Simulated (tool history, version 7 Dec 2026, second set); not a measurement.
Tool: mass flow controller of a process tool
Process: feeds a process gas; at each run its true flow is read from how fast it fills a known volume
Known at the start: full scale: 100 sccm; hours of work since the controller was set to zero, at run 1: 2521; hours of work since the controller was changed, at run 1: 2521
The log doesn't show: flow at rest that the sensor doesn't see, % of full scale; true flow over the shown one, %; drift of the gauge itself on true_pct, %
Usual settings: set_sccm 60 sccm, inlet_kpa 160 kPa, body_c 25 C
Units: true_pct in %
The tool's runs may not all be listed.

run    hour  set_sccm  inlet_kpa  body_c  hours of work since the controller was set to zero  hours of work since the controller was changed  true_pct
  1       0        60        160      25                                                2521                                            2521     97.71
  2     188        60        160      25                                                2608                                            2608     97.75
  3   272.4        60        160      25                                                2647                                            2647     97.78
  4     407        60        160      25                                                2710                                            2710     97.55
  5   584.8        15        160      25                                                2792                                            2792     95.36
  6   694.3        15        160      25                                                2843                                            2843     95.48
  7   897.6        15        160      25                                                2938                                            2938      95.3
  8    1009        15        160      25                                                2989                                            2989     95.36
  9  1172.1        15        160      25                                                3065                                            3065     95.24
 10  1288.1        27        256      33                                                3119                                            3119     96.31
     1298.7  -- controller's zero set anew
 11  1422.2        27        256      33                                                  57                                            3181     95.95
 12  1604.1        60        261      25                                                 142                                            3266      97.7
 13  1754.8        60        153      25                                                 212                                            3336     97.12
 14  1896.1        60        152      22                                                 277                                            3401     97.36

Hidden state or all else? Some run-to-run changes of true_pct, split into what the settings, what came in and random variation would give without the hidden state, and what is left for the hidden state (with any gauge scatter that isn't in both results):
Run 4 -> 5: set_sccm 60 -> 15. true_pct -2.19 %: hidden state -1.31, all else -0.88.
